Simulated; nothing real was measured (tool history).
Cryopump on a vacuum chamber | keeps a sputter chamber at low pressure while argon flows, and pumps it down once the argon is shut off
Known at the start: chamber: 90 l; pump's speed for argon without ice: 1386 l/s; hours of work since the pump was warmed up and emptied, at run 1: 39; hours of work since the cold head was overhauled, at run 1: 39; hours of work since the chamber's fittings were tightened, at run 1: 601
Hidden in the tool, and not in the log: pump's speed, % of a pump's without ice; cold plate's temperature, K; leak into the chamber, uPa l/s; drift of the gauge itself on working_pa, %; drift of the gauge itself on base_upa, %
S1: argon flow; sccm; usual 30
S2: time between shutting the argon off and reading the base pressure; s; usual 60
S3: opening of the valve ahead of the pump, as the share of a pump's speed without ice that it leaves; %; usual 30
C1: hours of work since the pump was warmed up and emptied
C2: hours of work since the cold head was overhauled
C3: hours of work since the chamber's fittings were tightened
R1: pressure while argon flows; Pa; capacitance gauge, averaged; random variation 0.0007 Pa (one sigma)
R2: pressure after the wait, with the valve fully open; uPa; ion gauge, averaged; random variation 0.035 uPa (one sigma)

run 1 hour=0.0 | S1=30 S2=60 S3=30 | C1=39 C2=39 C3=601 | R1=0.1227 R2=2.74
run 2 hour=23.0 | S1=30 S2=60 S3=30 | C1=53 C2=53 C3=615 | R1=0.1225 R2=2.65
run 3 hour=34.5 | S1=30 S2=60 S3=30 | C1=60 C2=60 C3=622 | R1=0.1231 R2=2.76
run 4 hour=45.6 | S1=30 S2=60 S3=30 | C1=67 C2=67 C3=629 | R1=0.1223 R2=2.69
run 5 hour=64.1 | S1=30 S2=60 S3=30 | C1=79 C2=79 C3=640 | R1=0.1241 R2=2.80
run 6 hour=87.9 | S1=30 S2=60 S3=30 | C1=93 C2=93 C3=655 | R1=0.1224 R2=2.73
run 7 hour=108.9 | S1=30 S2=60 S3=30 | C1=106 C2=106 C3=668 | R1=0.1230 R2=2.80
run 8 hour=123.0 | S1=30 S2=60 S3=30 | C1=115 C2=115 C3=677 | R1=0.1235 R2=2.72
run 9 hour=133.5 | S1=30 S2=60 S3=30 | C1=122 C2=122 C3=683 | R1=0.1228 R2=2.71
run 10 hour=155.8 | S1=30 S2=60 S3=30 | C1=135 C2=135 C3=697 | R1=0.1244 R2=2.82
run 11 hour=170.1 | S1=30 S2=60 S3=30 | C1=144 C2=144 C3=706 | R1=0.1241 R2=2.85
run 12 hour=186.3 | S1=30 S2=60 S3=30 | C1=154 C2=154 C3=716 | R1=0.1237 R2=2.88
run 13 hour=200.4 | S1=30 S2=60 S3=30 | C1=163 C2=163 C3=724 | R1=0.1235 R2=2.91
run 14 hour=219.5 | S1=30 S2=60 S3=30 | C1=175 C2=175 C3=736 | R1=0.1245 R2=2.84
run 15 hour=235.4 | S1=30 S2=60 S3=30 | C1=185 C2=185 C3=746 | R1=0.1239 R2=2.97
run 16 hour=250.9 | S1=30 S2=133 S3=30 | C1=194 C2=194 C3=756 | R1=0.1242 R2=2.05
run 17 hour=272.6 | S1=44 S2=60 S3=30 | C1=208 C2=208 C3=769 | R1=0.1831 R2=2.86
run 18 hour=285.8 | S1=30 S2=299 S3=30 | C1=216 C2=216 C3=777 | R1=0.1241 R2=1.60
run 19 hour=299.3 | S1=30 S2=299 S3=30 | C1=224 C2=224 C3=786 | R1=0.1256 R2=1.66
run 20 hour=324.1 | S1=21 S2=121 S3=30 | C1=239 C2=239 C3=801 | R1=0.0876 R2=2.17
run 21 hour=342.7 | S1=17 S2=80 S3=30 | C1=251 C2=251 C3=812 | R1=0.0702 R2=2.55
run 22 hour=358.2 | S1=17 S2=80 S3=30 | C1=261 C2=261 C3=822 | R1=0.0705 R2=2.65
run 23 hour=369.7 | S1=32 S2=25 S3=19 | C1=268 C2=268 C3=829 | R1=0.2074 R2=5.47
run 24 hour=394.3 | S1=32 S2=25 S3=19 | C1=283 C2=283 C3=844 | R1=0.2085 R2=5.23
run 25 hour=404.8 | S1=52 S2=97 S3=39 | C1=289 C2=289 C3=851 | R1=0.1663 R2=2.39

The next listed run, before its measurement:
run 26 hour=417.7 | S1=52 S2=97 S3=39 | C1=297 C2=297 C3=859 | R1=? R2=?

Run 26 gave R1 0.1684 Pa, R2 2.54 uPa.
Without the tool's hidden state the same run would have given R1 0.1631 Pa, R2 1.31 uPa.

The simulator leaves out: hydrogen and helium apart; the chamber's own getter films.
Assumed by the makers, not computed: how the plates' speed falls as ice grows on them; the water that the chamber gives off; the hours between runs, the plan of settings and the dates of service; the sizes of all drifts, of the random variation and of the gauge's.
